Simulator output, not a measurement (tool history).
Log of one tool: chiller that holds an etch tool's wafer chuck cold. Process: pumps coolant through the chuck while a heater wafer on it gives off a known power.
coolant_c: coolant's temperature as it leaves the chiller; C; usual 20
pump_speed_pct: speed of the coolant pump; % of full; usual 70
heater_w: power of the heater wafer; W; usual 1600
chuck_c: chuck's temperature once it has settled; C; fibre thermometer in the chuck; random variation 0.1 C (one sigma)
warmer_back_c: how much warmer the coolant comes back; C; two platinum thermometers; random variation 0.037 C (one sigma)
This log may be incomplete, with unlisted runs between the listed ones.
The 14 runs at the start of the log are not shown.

run,day,coolant_c,pump_speed_pct,heater_w,chuck_c,warmer_back_c
15,81.454,25,70,1600,40.7,7.11
16,88.583,25,70,1600,40.7,7.07
17,91.988,25,70,1600,40.8,7.07
18,99.421,25,70,1600,40.5,7.12
19,102.6,14,81,1357,25.5,4.98
20,107.842,28,62,1050,39.7,5.23
21,112.6,28,62,1050,39.8,5.23
22,117.954,28,62,1050,39.5,5.25
23,125.325,17,88,835,23.5,2.57
24,129.008,15,70,1127,26,4.75
25,135.662,15,70,817,23,3.35
26,141.758,15,70,817,22.9,3.29
# day 147.988: gauge calibrated
27,148.846,15,70,817,23.1,3.76
28,152.046,20,100,915,26.4,2.82
29,157.433,20,100,915,26.3,2.79
30,164.788,20,80,1704,34.7,6.73

Consider 4 possible next runs. They are alternatives, not a sequence: every one starts from the tool as it was left by run 30. What does each give?
A,170.583,18,97,1600,?,?
B,170.583,12,70,1600,?,?
C,170.583,20,84,1133,?,?
D,170.583,25,87,1492,?,?

run,chuck_c,warmer_back_c
A,29.6,5.1
B,27.9,7.39
C,29.3,4.22
D,36.7,5.3
What these runs would have given with no unlogged condition in the tool:
run,chuck_c,warmer_back_c
A,29.5,5.17
B,27.9,7.46
C,29.3,4.29
D,36.7,5.36

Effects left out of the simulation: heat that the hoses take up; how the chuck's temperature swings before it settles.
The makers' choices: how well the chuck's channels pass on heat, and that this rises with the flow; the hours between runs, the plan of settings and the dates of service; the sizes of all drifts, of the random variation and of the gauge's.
